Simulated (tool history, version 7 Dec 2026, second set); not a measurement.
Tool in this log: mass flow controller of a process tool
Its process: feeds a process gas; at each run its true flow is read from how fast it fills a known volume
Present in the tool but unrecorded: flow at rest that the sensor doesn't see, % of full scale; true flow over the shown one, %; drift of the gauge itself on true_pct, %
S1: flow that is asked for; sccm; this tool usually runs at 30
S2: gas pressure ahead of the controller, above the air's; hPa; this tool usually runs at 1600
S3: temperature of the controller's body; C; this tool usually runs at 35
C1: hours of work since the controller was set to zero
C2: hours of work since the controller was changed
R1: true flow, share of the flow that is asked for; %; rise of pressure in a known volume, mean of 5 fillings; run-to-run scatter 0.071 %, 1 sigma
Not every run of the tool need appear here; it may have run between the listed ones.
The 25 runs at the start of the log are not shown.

run,hour,S1,S2,S3,C1,C2,R1
26,2361.8,9,2060,33,3201,3201,100.40
27,2430.4,5,1950,39,3249,3249,101.24
28,2509.3,5,1950,39,3304,3304,101.12
29,2575.3,26,1620,35,3349,3349,101.85
30,2699.0,26,1620,35,3435,3435,101.83
31,2805.5,26,1620,35,3509,3509,101.96
32,2924.3,26,2010,35,3592,3592,101.89
33,3015.6,9,1800,35,3655,3655,101.17
34,3072.3,14,1690,20,3694,3694,99.72
35,3173.6,14,1690,20,3765,3765,99.89
36,3282.0,14,1690,20,3840,3840,99.83
37,3358.3,14,1690,20,3893,3893,100.01
38,3488.8,26,2290,30,3983,3983,101.53
39,3545.9,32,1800,25,4023,4023,101.42
40,3644.4,6,1800,38,4091,4091,101.85
41,3763.0,12,1600,30,4174,4174,101.20
# hour 3886.7: gauge calibrated
42,3890.0,19,2030,38,4262,4262,100.09
43,4024.8,19,2030,38,4355,4355,100.32

Each row is a separate what-if for the run after 43, all from the same tool condition, not one after another. Results?
A,4125.9,19,2010,27,4425,4425,?
B,4125.9,7,1600,29,4425,4425,?
C,4125.9,18,1600,28,4425,4425,?
D,4125.9,30,2680,25,4425,4425,?

run,R1
A,99.05
B,98.89
C,99.23
D,98.97
Without the tool's hidden state the same runs would have given:
run,R1
A,98.92
B,98.78
C,99.11
D,98.84

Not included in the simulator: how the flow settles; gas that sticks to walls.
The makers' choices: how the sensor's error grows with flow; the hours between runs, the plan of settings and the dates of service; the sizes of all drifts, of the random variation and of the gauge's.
